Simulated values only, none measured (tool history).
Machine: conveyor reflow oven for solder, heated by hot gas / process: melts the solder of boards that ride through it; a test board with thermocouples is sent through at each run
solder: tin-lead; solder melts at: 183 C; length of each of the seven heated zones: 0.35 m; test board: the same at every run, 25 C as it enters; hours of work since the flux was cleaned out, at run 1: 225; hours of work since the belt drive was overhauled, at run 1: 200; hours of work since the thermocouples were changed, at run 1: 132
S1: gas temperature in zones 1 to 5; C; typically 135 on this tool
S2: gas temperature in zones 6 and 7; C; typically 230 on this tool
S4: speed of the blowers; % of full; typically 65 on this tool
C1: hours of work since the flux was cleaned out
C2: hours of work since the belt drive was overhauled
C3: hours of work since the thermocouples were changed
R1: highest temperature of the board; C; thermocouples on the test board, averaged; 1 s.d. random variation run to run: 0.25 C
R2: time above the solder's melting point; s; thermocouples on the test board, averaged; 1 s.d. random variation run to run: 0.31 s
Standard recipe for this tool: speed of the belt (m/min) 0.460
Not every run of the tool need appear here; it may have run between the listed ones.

Run 1, day 0.000: usual settings; C1 225; C2 200; C3 132. Result: R1 213.0 C, R2 62.6 s.
Run 2, day 0.358: usual settings; C1 230; C2 205; C3 138. Result: R1 213.2 C, R2 62.7 s.
Run 3, day 0.733: usual settings but speed of the belt (m/min) 0.532; C1 236; C2 211; C3 143. Result: R1 207.3 C, R2 47.7 s.
Run 4, day 1.204: usual settings but speed of the belt (m/min) 0.539; C1 243; C2 218; C3 150. Result: R1 207.2 C, R2 46.0 s.
Run 5, day 1.479: usual settings; C1 247; C2 222; C3 154. Result: R1 212.5 C, R2 62.7 s.
Run 6, day 1.804: usual settings; C1 252; C2 227; C3 159. Result: R1 212.9 C, R2 62.4 s.
Run 7, day 2.333: usual settings; C1 260; C2 235; C3 167. Result: R1 213.1 C, R2 62.1 s.
Run 8, day 2.621: usual settings; C1 264; C2 239; C3 172. Result: R1 212.8 C, R2 62.4 s.
Run 9, day 3.062: usual settings but speed of the belt (m/min) 0.455; C1 271; C2 245; C3 178. Result: R1 213.0 C, R2 63.8 s.
Run 10, day 3.475: usual settings but S1 143 C; C1 277; C2 252; C3 184. Result: R1 214.0 C, R2 67.0 s.
Run 11, day 3.900: usual settings but speed of the belt (m/min) 0.428; C1 283; C2 258; C3 191. Result: R1 215.4 C, R2 69.9 s.
Run 12, day 4.204: usual settings but S1 133 C, S2 221 C; C1 288; C2 263; C3 195. Result: R1 204.7 C, R2 52.0 s.
Run 13, day 4.792: usual settings but S2 242 C, speed of the belt (m/min) 0.499; C1 297; C2 271; C3 204. Result: R1 219.4 C, R2 63.2 s.
Run 14, day 5.296: usual settings but S1 137 C, S2 232 C, S4 54 % of full; C1 304; C2 279; C3 212. Result: R1 212.4 C, R2 62.4 s.
Run 15, day 5.854: usual settings but S1 143 C, S2 218 C, S4 54 % of full; C1 313; C2 287; C3 220. Result: R1 202.2 C, R2 51.6 s.
Run 16, day 6.329: usual settings but S1 143 C, S2 218 C, S4 54 % of full; C1 320; C2 294; C3 227. Result: R1 202.4 C, R2 51.8 s.
Run 17, day 6.896: usual settings but S1 143 C, S2 218 C, S4 54 % of full; C1 328; C2 303; C3 235. Result: R1 202.4 C, R2 51.4 s.
Run 18, day 7.467: usual settings but S1 143 C, S2 218 C, S4 54 % of full; C1 337; C2 311; C3 244. Result: R1 202.0 C, R2 52.1 s.
Run 19, day 7.979: usual settings but S1 139 C, S2 228 C, speed of the belt (m/min) 0.385, S4 77 % of full; C1 344; C2 319; C3 252. Result: R1 217.5 C, R2 85.2 s.
Run 20, day 8.279: usual settings but S1 139 C, S2 228 C, speed of the belt (m/min) 0.385, S4 77 % of full; C1 349; C2 324; C3 256. Result: R1 217.8 C, R2 85.6 s.
Run 21, day 8.696: usual settings but S1 132 C, S2 226 C, speed of the belt (m/min) 0.387, S4 73 % of full; C1 355; C2 330; C3 262. Result: R1 214.4 C, R2 77.7 s.

Subtracting, for every run, the result it would have given without the tool's unlogged condition from the measured result gives the following. The same run-to-run variation enters both numbers; the gauge's scatter may not:
What the log doesn't record here: heat that the gas passes to the board, % of a clean oven's; belt's true speed, % of the reading; true gas temperature in zones 6 and 7 over the reading, C; drift of the gauge itself on peak_c, C; drift of the gauge itself on liquid_s, %.
run    R1    R2
  1  -1.3  -1.9
  2  -1.5  -1.9
  3  -1.8  -2.3
  4  -1.8  -2.5
  5  -1.5  -2.0
  6  -1.5  -2.0
  7  -1.6  -2.1
  8  -1.6  -2.1
  9  -1.6  -2.1
 10  -1.5  -1.9
 11  -1.5  -2.1
 12  -1.6  -3.0
 13  -2.3  -2.0
 14  -1.8  -2.3
 15  -1.3  -2.9
 16  -1.4  -3.0
 17  -1.4  -3.1
 18  -1.5  -3.2
 19  -1.4  -2.0
 20  -1.4  -2.0
 21  -1.6  -2.6
